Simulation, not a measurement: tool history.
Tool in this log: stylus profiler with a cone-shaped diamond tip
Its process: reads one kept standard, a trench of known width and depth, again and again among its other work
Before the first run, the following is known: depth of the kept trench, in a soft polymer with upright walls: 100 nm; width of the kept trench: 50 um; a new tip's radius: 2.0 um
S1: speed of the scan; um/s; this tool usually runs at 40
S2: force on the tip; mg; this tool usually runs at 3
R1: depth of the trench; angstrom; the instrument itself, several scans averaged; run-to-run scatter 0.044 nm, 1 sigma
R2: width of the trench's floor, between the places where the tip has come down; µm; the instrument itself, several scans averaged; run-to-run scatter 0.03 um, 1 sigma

run 1 hour=0 | S1=40 S2=3 | R1=1004 R2=48.57
run 2 hour=16.2 | S1=40 S2=3 | R1=1004.4 R2=48.52
run 3 hour=32.1 | S1=15 S2=3 | R1=1003.3 R2=48.57
run 4 hour=47.3 | S1=40 S2=3 | R1=1003.6 R2=48.53
run 5 hour=70.5 | S1=40 S2=2.42 | R1=1003 R2=48.45
run 6 hour=86.6 | S1=40 S2=2.42 | R1=1002.8 R2=48.49
run 7 hour=105.2 | S1=40 S2=2.43 | R1=1002.9 R2=48.48
run 8 hour=118.3 | S1=40 S2=2.43 | R1=1003.3 R2=48.54
run 9 hour=138.9 | S1=40 S2=3 | R1=1003.2 R2=48.56
run 10 hour=164.7 | S1=40 S2=3 | R1=1003.2 R2=48.56
run 11 hour=182.5 | S1=39 S2=3 | R1=1004.2 R2=48.46
run 12 hour=203.5 | S1=40 S2=3 | R1=1003.9 R2=48.57
run 13 hour=219.2 | S1=40 S2=3 | R1=1003.8 R2=48.48
run 14 hour=231.6 | S1=40 S2=3 | R1=1003.2 R2=48.42
run 15 hour=245.1 | S1=40 S2=3 | R1=1003.2 R2=48.49
run 16 hour=261.1 | S1=12 S2=3 | R1=1003.6 R2=48.56
run 17 hour=276.6 | S1=46 S2=3 | R1=1003.4 R2=48.51
run 18 hour=292.1 | S1=40 S2=3 | R1=1003.7 R2=48.48
run 19 hour=306.7 | S1=40 S2=3 | R1=1002.7 R2=48.45
run 20 hour=326.1 | S1=100 S2=3 | R1=1002.8 R2=48.41
run 21 hour=336.8 | S1=100 S2=3 | R1=1003 R2=48.39
run 22 hour=351.6 | S1=100 S2=3 | R1=1003.4 R2=48.36
run 23 hour=369.7 | S1=40 S2=1.01 | R1=999.4 R2=48.39
run 24 hour=383.2 | S1=40 S2=3 | R1=1002.5 R2=48.43
run 25 hour=399 | S1=144 S2=1.48 | R1=1000.1 R2=48.22
run 26 hour=421.9 | S1=144 S2=1.48 | R1=1000.7 R2=48.15
run 27 hour=447.6 | S1=144 S2=1.48 | R1=1000.4 R2=48.14
run 28 hour=470.6 | S1=83 S2=1.93 | R1=1001.6 R2=48.35
-- hour=479.7 height scale calibrated on a step standard
run 29 hour=487.8 | S1=114 S2=6.35 | R1=1010.6 R2=48.36
run 30 hour=499 | S1=18 S2=4.15 | R1=1007.6 R2=48.47
run 31 hour=516.4 | S1=45 S2=5.33 | R1=1009.8 R2=48.45
run 32 hour=541.5 | S1=54 S2=3 | R1=1006.2 R2=48.42
run 33 hour=556 | S1=107 S2=2.19 | R1=1005.4 R2=48.29
run 34 hour=580.5 | S1=120 S2=6.31 | R1=1010.5 R2=48.4
run 35 hour=596.9 | S1=12 S2=7.71 | R1=1011.8 R2=48.48
run 36 hour=608 | S1=12 S2=7.71 | R1=1011.5 R2=48.5
run 37 hour=623.4 | S1=35 S2=4.35 | R1=1007.2 R2=48.48

Estimate the outcome of run 38 from the log above:
run 38 hour=646 | S1=35 S2=4.35 | R1=? R2=?

{"run 38": {"R1": 1008.3, "R2": 48.44}}
Minus the tool's unlogged condition, the same run would have read R1 1008.9 angstrom, R2 48.7 µm.

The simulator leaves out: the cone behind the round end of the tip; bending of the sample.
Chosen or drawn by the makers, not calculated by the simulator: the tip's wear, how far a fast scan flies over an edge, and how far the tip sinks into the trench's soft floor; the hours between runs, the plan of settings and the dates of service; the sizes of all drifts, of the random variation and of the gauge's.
